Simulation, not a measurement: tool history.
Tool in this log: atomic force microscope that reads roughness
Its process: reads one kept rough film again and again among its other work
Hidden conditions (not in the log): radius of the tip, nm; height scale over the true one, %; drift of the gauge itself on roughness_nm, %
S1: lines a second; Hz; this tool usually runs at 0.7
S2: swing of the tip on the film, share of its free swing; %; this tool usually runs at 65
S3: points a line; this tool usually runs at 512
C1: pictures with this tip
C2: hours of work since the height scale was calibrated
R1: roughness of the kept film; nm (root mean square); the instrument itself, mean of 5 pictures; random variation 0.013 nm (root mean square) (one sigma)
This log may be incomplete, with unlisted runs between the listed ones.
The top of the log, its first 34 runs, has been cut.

run	hour	S1	S2	S3	C1	C2	R1
35	348.4	0.611	82	466	309	341	2.585
36	358.7	0.931	65	512	317	346	2.666
37	367.9	3.694	65	593	324	349	2.381
38	380	0.7	68	287	334	354	2.639
39	389.9	0.7	67	512	341	358	2.657
40	397.1	0.946	63	512	347	361	2.646
41	405.9	0.946	63	512	354	365	2.634
42	413.3	2.07	56	668	360	368	2.609
# hour 427.1: new tip fitted
43	428.8	3.15	65	906	2	374	2.669
44	443	2.202	62	300	13	379	2.808
45	454.6	0.598	65	512	22	384	2.964
46	462.7	0.601	62	310	28	387	2.956
47	469.3	0.601	62	310	33	390	2.984
48	481.4	0.601	62	310	43	395	2.954
49	496.6	0.948	82	512	55	401	2.711
50	510.3	0.669	55	970	66	407	2.957
51	524.8	0.669	55	970	77	413	2.941
52	537.9	2.55	64	305	87	418	2.664
53	553.1	0.7	71	489	99	424	2.845

Predict each of these 3 candidate next runs independently; none follows another, all start after run 53:
A	563	1.983	70	973	107	428	?
B	563	1.578	71	769	107	428	?
C	563	2.762	71	489	107	428	?

run	R1
A	2.636
B	2.69
C	2.53
Without the tool's unlogged condition, the same runs would have read:
run	R1
A	2.751
B	2.808
C	2.641
